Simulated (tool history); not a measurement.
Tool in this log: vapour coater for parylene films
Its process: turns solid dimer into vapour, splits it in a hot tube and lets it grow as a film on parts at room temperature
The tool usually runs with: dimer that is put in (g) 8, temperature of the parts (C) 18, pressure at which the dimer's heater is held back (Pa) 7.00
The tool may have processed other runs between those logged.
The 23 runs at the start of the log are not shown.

run    hour  dimer that is put in (g)  temperature of the parts (C)  pressure at which the dimer's heater is held back (Pa)  thickness of the film (nm)
 24   961.1                         9                            17                                                    2.49                        3050
      968.8  -- trap's valve overhauled
 25   999.5                         9                            17                                                    2.49                        3490
 26  1043.7                         4                            26                                                    6.78                         960
 27  1067.1                         4                            21                                                    7.22                        1150
 28  1119.6                         4                            21                                                    7.22                        1090
 29  1144.3                         5                            13                                                    4.38                        2070
 30  1178.2                         5                            13                                                    4.38                        2060
 31  1231.5                         8                            22                                                    5.19                        2220
 32  1288.8                         5                            11                                                    8.48                        2000
 33  1335.2                        11                            11                                                    9.25                        4430
 34  1375.6                         4                            15                                                    2.32                        1600
 35  1425.3                         8                            23                                                    7.16                        2020
 36  1460.1                         6                            19                                                    7.45                        1770
 37  1514.7                        11                            14                                                    2.75                        4400
 38  1539.9                         5                            16                                                   11.53                        1590
 39  1595.9                         6                            18                                                    7.00                        1830
 40  1635.6                         6                            18                                                    7.00                        1820
 41  1662.8                        11                            29                                                    6.96                        2190
 42  1720.5                        11                            18                                                    6.96                        3280
 43  1771.3                        11                            18                                                    3.91                        3440

For run 44, what comes out?
 44  1818.1                        12                            18                                                    2.55                           ?

thickness of the film (nm): 3980
Had the tool carried no hidden state, the very same run would have given thickness of the film (nm) 4530.
